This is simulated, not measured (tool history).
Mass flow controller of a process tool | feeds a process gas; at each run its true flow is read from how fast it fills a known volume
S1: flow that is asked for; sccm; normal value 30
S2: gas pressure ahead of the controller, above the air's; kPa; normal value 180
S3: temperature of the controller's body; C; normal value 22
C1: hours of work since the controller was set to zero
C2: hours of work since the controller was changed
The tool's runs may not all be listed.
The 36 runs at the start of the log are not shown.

Run 37, day 192.462: usual settings but S2 179 kPa; C1 432; C2 3536. Result: true flow (%) 99.34.
At day 193.558: controller's zero set anew, once more.
Run 38, day 196.204: usual settings but S1 16 sccm, S3 36 C; C1 30; C2 3578. Result: true flow (%) 101.63.
Run 39, day 200.021: usual settings but S1 39 sccm, S2 153 kPa, S3 30 C; C1 72; C2 3621. Result: true flow (%) 101.37.
Run 40, day 206.425: usual settings but S2 239 kPa, S3 38 C; C1 144; C2 3692. Result: true flow (%) 102.22.
Run 41, day 212.679: usual settings but S2 239 kPa, S3 38 C; C1 214; C2 3762. Result: true flow (%) 102.38.
Run 42, day 217.067: usual settings but S2 239 kPa, S3 38 C; C1 263; C2 3812. Result: true flow (%) 102.21.
Run 43, day 220.592: usual settings but S1 67 sccm, S2 279 kPa; C1 303; C2 3851. Result: true flow (%) 102.1.
Run 44, day 225.233: usual settings but S1 31 sccm, S2 168 kPa; C1 355; C2 3903. Result: true flow (%) 100.91.
Run 45, day 228.975: usual settings but S1 84 sccm, S2 151 kPa, S3 28 C; C1 396; C2 3945. Result: true flow (%) 101.41.
Run 46, day 233.721: usual settings but S1 84 sccm, S2 265 kPa, S3 38 C; C1 450; C2 3998. Result: true flow (%) 103.
Run 47, day 240.671: usual settings but S1 12 sccm, S2 144 kPa, S3 38 C; C1 527; C2 4076. Result: true flow (%) 101.19.
Run 48, day 244.025: usual settings but S1 12 sccm, S2 164 kPa, S3 25 C; C1 565; C2 4113. Result: true flow (%) 100.74.
Run 49, day 249.9: usual settings but S3 24 C; C1 631; C2 4179. Result: true flow (%) 101.12.

Below are 3 alternative next runs, each starting from the tool's condition after run 49. Predict each:
Run A, day 254.454: usual settings but S1 25 sccm, S2 233 kPa; C1 682; C2 4230. Result: true flow (%) ?.
Run B, day 254.454: usual settings but S1 75 sccm; C1 682; C2 4230. Result: true flow (%) ?.
Run C, day 254.454: usual settings but S1 59 sccm, S2 248 kPa, S3 37 C; C1 682; C2 4230. Result: true flow (%) ?.

run  true flow (%)
  A         101.45
  B         101.54
  C         102.65
With the hidden condition removed and each run's random variation left untouched, the same runs would have given:
run  true flow (%)
  A          99.84
  B           99.7
  C         100.84

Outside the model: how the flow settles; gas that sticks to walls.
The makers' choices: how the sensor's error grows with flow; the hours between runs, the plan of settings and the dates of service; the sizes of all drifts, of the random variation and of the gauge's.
